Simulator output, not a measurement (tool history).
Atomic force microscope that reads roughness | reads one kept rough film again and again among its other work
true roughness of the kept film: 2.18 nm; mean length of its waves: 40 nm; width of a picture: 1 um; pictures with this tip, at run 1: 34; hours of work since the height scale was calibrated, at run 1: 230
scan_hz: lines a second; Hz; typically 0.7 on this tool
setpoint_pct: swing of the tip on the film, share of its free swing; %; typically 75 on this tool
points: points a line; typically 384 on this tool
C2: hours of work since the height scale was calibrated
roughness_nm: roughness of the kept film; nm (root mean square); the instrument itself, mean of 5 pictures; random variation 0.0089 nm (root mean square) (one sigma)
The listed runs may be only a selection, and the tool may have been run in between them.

{"run": 1, "day": 0.0, "scan_hz": 0.7, "setpoint_pct": 75, "points": 384, "pictures with this tip": 34, "C2": 230, "roughness_nm": 1.944}
{"run": 2, "day": 0.338, "scan_hz": 0.7, "setpoint_pct": 75, "points": 384, "pictures with this tip": 53, "C2": 236, "roughness_nm": 1.92}
{"run": 3, "day": 0.75, "scan_hz": 0.7, "setpoint_pct": 75, "points": 384, "pictures with this tip": 76, "C2": 244, "roughness_nm": 1.92}
{"run": 4, "day": 1.062, "scan_hz": 0.7, "setpoint_pct": 75, "points": 384, "pictures with this tip": 94, "C2": 249, "roughness_nm": 1.874}
{"run": 5, "day": 1.458, "scan_hz": 0.545, "setpoint_pct": 75, "points": 384, "pictures with this tip": 117, "C2": 256, "roughness_nm": 1.863}
{"run": 6, "day": 1.888, "scan_hz": 0.545, "setpoint_pct": 75, "points": 384, "pictures with this tip": 141, "C2": 264, "roughness_nm": 1.854}
{"run": 7, "day": 2.25, "scan_hz": 0.7, "setpoint_pct": 75, "points": 384, "pictures with this tip": 162, "C2": 270, "roughness_nm": 1.799}
{"run": 8, "day": 2.712, "scan_hz": 0.7, "setpoint_pct": 75, "points": 801, "pictures with this tip": 188, "C2": 279, "roughness_nm": 1.782}
{"run": 9, "day": 2.942, "scan_hz": 0.7, "setpoint_pct": 75, "points": 801, "pictures with this tip": 201, "C2": 283, "roughness_nm": 1.773}
{"day": 3.217, "done": "new tip fitted"}
{"run": 10, "day": 3.454, "scan_hz": 0.7, "setpoint_pct": 75, "points": 801, "pictures with this tip": 14, "C2": 292, "roughness_nm": 1.974}
{"run": 11, "day": 3.788, "scan_hz": 0.7, "setpoint_pct": 75, "points": 801, "pictures with this tip": 33, "C2": 298, "roughness_nm": 1.944}
{"run": 12, "day": 4.175, "scan_hz": 0.7, "setpoint_pct": 75, "points": 801, "pictures with this tip": 54, "C2": 304, "roughness_nm": 1.919}
{"run": 13, "day": 4.554, "scan_hz": 0.7, "setpoint_pct": 69, "points": 384, "pictures with this tip": 76, "C2": 311, "roughness_nm": 1.908}
{"run": 14, "day": 4.967, "scan_hz": 0.7, "setpoint_pct": 69, "points": 384, "pictures with this tip": 99, "C2": 319, "roughness_nm": 1.887}
{"run": 15, "day": 5.429, "scan_hz": 3.793, "setpoint_pct": 56, "points": 340, "pictures with this tip": 125, "C2": 327, "roughness_nm": 1.77}
{"run": 16, "day": 5.704, "scan_hz": 0.7, "setpoint_pct": 62, "points": 619, "pictures with this tip": 141, "C2": 332, "roughness_nm": 1.879}
{"run": 17, "day": 5.912, "scan_hz": 1.491, "setpoint_pct": 58, "points": 362, "pictures with this tip": 153, "C2": 336, "roughness_nm": 1.831}
{"run": 18, "day": 6.288, "scan_hz": 0.7, "setpoint_pct": 75, "points": 507, "pictures with this tip": 174, "C2": 342, "roughness_nm": 1.78}
{"run": 19, "day": 6.642, "scan_hz": 0.708, "setpoint_pct": 82, "points": 264, "pictures with this tip": 194, "C2": 349, "roughness_nm": 1.71}
{"day": 7.046, "done": "new tip fitted"}
{"run": 20, "day": 7.067, "scan_hz": 2.735, "setpoint_pct": 66, "points": 462, "pictures with this tip": 1, "C2": 356, "roughness_nm": 1.85}
{"run": 21, "day": 7.388, "scan_hz": 2.735, "setpoint_pct": 86, "points": 462, "pictures with this tip": 19, "C2": 362, "roughness_nm": 1.519}
{"run": 22, "day": 7.667, "scan_hz": 0.907, "setpoint_pct": 76, "points": 280, "pictures with this tip": 35, "C2": 367, "roughness_nm": 1.9}
{"run": 23, "day": 7.988, "scan_hz": 1.009, "setpoint_pct": 65, "points": 339, "pictures with this tip": 53, "C2": 372, "roughness_nm": 1.949}
{"run": 24, "day": 8.3, "scan_hz": 2.128, "setpoint_pct": 68, "points": 384, "pictures with this tip": 71, "C2": 378, "roughness_nm": 1.797}
{"run": 25, "day": 8.671, "scan_hz": 0.603, "setpoint_pct": 57, "points": 635, "pictures with this tip": 92, "C2": 384, "roughness_nm": 1.951}
{"run": 26, "day": 8.938, "scan_hz": 0.7, "setpoint_pct": 75, "points": 308, "pictures with this tip": 107, "C2": 389, "roughness_nm": 1.862}
{"run": 27, "day": 9.212, "scan_hz": 1.43, "setpoint_pct": 63, "points": 411, "pictures with this tip": 123, "C2": 394, "roughness_nm": 1.863}
{"run": 28, "day": 9.579, "scan_hz": 1.43, "setpoint_pct": 63, "points": 411, "pictures with this tip": 143, "C2": 401, "roughness_nm": 1.817}

How the hidden state differs across the entries between the runs, from the last listed run before each to the first after it:
Between runs 9 and 10: new tip fitted (day 3.217)
  radius of the tip, nm: 30.2 -> 8.9; height scale over the true one, %: -0.29 -> -0.3
  measured result minus the result with no hidden state, roughness_nm: -0.219 -> -0.025 nm (root mean square)
Between runs 19 and 20: new tip fitted (day 7.046)
  radius of the tip, nm: 30.6 -> 7.2
  measured result minus the result with no hidden state, roughness_nm: -0.216 -> -0.009 nm (root mean square)

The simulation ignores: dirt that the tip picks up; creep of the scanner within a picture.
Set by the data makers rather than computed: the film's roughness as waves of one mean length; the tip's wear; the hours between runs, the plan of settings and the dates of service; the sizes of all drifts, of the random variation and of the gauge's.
